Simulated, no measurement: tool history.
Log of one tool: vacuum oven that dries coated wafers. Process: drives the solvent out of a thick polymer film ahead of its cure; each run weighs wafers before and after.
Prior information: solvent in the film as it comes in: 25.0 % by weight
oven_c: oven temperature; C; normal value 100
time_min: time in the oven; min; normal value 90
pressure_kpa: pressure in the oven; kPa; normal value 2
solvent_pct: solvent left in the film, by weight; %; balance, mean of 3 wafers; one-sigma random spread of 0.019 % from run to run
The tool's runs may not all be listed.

Run 1, hour 0: usual settings. Result: solvent_pct 3.82 %.
Run 2, hour 38.6: usual settings. Result: solvent_pct 3.84 %.
Run 3, hour 96.9: usual settings. Result: solvent_pct 3.81 %.
Run 4, hour 149.8: usual settings. Result: solvent_pct 3.84 %.
Run 5, hour 192: usual settings. Result: solvent_pct 3.81 %.
Run 6, hour 234: usual settings but oven_c 104 C. Result: solvent_pct 2.8 %.
Run 7, hour 272.9: usual settings but oven_c 104 C. Result: solvent_pct 2.79 %.
Run 8, hour 335.7: usual settings but pressure_kpa 1.84 kPa. Result: solvent_pct 3.72 %.
Run 9, hour 375.7: usual settings but pressure_kpa 1.84 kPa. Result: solvent_pct 3.7 %.
Run 10, hour 439: usual settings. Result: solvent_pct 3.83 %.
Run 11, hour 476.5: usual settings. Result: solvent_pct 3.83 %.
Run 12, hour 524.4: usual settings but oven_c 92 C. Result: solvent_pct 6.66 %.
Run 13, hour 582.4: usual settings. Result: solvent_pct 3.83 %.
Run 14, hour 611.9: usual settings. Result: solvent_pct 3.83 %.
Run 15, hour 667.4: usual settings. Result: solvent_pct 3.88 %.
Run 16, hour 703: usual settings. Result: solvent_pct 3.88 %.
Run 17, hour 742.9: usual settings. Result: solvent_pct 3.87 %.
Run 18, hour 804.5: usual settings but time_min 111 min. Result: solvent_pct 3.1 %.
Run 19, hour 868.5: usual settings but time_min 77 min. Result: solvent_pct 4.6 %.
Run 20, hour 930.5: usual settings but oven_c 91 C, time_min 66 min. Result: solvent_pct 9.12 %.
Run 21, hour 958: usual settings but oven_c 91 C, time_min 66 min. Result: solvent_pct 9.09 %.
Run 22, hour 991.5: usual settings but oven_c 108 C, time_min 48 min. Result: solvent_pct 4.52 %.
Run 23, hour 1027.7: usual settings but oven_c 98 C, time_min 111 min. Result: solvent_pct 3.58 %.
Run 24, hour 1089.9: usual settings but oven_c 89 C, time_min 91 min, pressure_kpa 6.24 kPa. Result: solvent_pct 12.02 %.
Run 25, hour 1157.7: usual settings but oven_c 97 C, pressure_kpa 2.31 kPa. Result: solvent_pct 5.05 %.
Run 26, hour 1192.4: usual settings but time_min 132 min, pressure_kpa 3.19 kPa. Result: solvent_pct 3.58 %.
Run 27, hour 1231.2: usual settings but oven_c 101 C, time_min 152 min. Result: solvent_pct 2.27 %.
Run 28, hour 1275.4: usual settings but oven_c 101 C, time_min 152 min. Result: solvent_pct 2.25 %.
Run 29, hour 1342.6: usual settings but oven_c 110 C, time_min 152 min, pressure_kpa 2.11 kPa. Result: solvent_pct 1.52 %.
Run 30, hour 1401.1: usual settings but oven_c 87 C, time_min 63 min. Result: solvent_pct 11.2 %.
Run 31, hour 1440.8: usual settings but oven_c 93 C, time_min 128 min, pressure_kpa 3.64 kPa. Result: solvent_pct 6.08 %.
Run 32, hour 1489.5: usual settings but oven_c 93 C, time_min 128 min, pressure_kpa 3.64 kPa. Result: solvent_pct 6.08 %.
Run 33, hour 1549.1: usual settings but oven_c 93 C, time_min 128 min, pressure_kpa 3.64 kPa. Result: solvent_pct 5.6 %.
Run 34, hour 1602.6: usual settings but oven_c 114 C, time_min 153 min. Result: solvent_pct 1.06 %.
Run 35, hour 1667.1: usual settings but oven_c 114 C, time_min 153 min. Result: solvent_pct 1.03 %.
Run 36, hour 1718.9: usual settings but oven_c 106 C, time_min 153 min, pressure_kpa 2.66 kPa. Result: solvent_pct 2.06 %.

Not shown: 3 entries that the log had between the listed runs. Between which runs, and how does the tool's hidden state differ before and after?
Runs 14 to 15: oven's thermocouples calibrated (hour 632.9)
  true wafer temperature over the reading, C: 0.54 -> 0.43; true pressure over the reading, kPa: 0.275 -> 0.287
  the result without the hidden state subtracted from the measured one, solvent_pct: +0.05 -> +0.1 %
Runs 32 to 33: vacuum gauge cleaned of residue and calibrated (hour 1547.2)
  true wafer temperature over the reading, C: 0.92 -> 0.95; true pressure over the reading, kPa: 0.479 -> 0.015
  the result without the hidden state subtracted from the measured one, solvent_pct: +0.14 -> -0.33 %
Runs 35 to 36: oven's thermocouples calibrated (hour 1716.7)
  true wafer temperature over the reading, C: 1.03 -> -0.76; true pressure over the reading, kPa: 0.042 -> 0.053
  the result without the hidden state subtracted from the measured one, solvent_pct: -0.02 -> +0.11 %
